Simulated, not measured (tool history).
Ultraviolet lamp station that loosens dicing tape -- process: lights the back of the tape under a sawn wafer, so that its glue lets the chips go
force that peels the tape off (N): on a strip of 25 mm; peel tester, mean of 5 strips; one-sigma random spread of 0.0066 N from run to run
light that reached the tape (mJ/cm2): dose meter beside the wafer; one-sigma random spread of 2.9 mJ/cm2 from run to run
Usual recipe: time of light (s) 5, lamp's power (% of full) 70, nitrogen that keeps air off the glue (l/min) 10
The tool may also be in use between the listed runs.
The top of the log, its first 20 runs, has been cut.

run	hour	time of light (s)	lamp's power (% of full)	nitrogen that keeps air off the glue (l/min)	force that peels the tape off (N)	light that reached the tape (mJ/cm2)
21	136.1	5	70	10	0.266	371
22	142.6	5	70	10	0.249	372
23	150.1	7	65	4	0.282	483
24	155.4	5	99	10	0.172	519
25	162.5	5	99	10	0.176	517
26	168.2	5	99	10	0.176	521
27	173.1	4	72	4	0.533	297
28	181.5	3	98	10	0.36	302
29	190.9	3	70	4	0.843	217
30	198.3	2	85	10	0.802	173
31	207.3	2	85	10	0.8	172
32	212.8	2	85	10	0.756	168
33	221.2	2	84	5	1.044	168
34	231	2	84	5	1.02	167
35	236.1	4	66	10	0.42	259
36	244.6	2	82	5	1.075	161
37	253.8	5	86	11	0.222	420
38	258.9	5	82	12	0.211	402
39	264.5	5	82	12	0.221	406
40	270.2	2	82	12	0.803	159
41	278.5	2	82	12	0.821	162
42	288.8	3	78	10	0.553	224
43	296.3	3	81	18	0.415	231

Here are 3 independent what-if runs from the current tool condition. What would each one return?
A	305.4	3	81	10	?	?
B	305.4	6	72	4	?	?
C	305.4	7	70	13	?	?

run	force that peels the tape off (N)	light that reached the tape (mJ/cm2)
A	0.517	232
B	0.355	410
C	0.176	469
Stripped of hidden state, with their random variation kept, the same runs would have yielded:
run	force that peels the tape off (N)	light that reached the tape (mJ/cm2)
A	0.36	293
B	0.253	518
C	0.151	593

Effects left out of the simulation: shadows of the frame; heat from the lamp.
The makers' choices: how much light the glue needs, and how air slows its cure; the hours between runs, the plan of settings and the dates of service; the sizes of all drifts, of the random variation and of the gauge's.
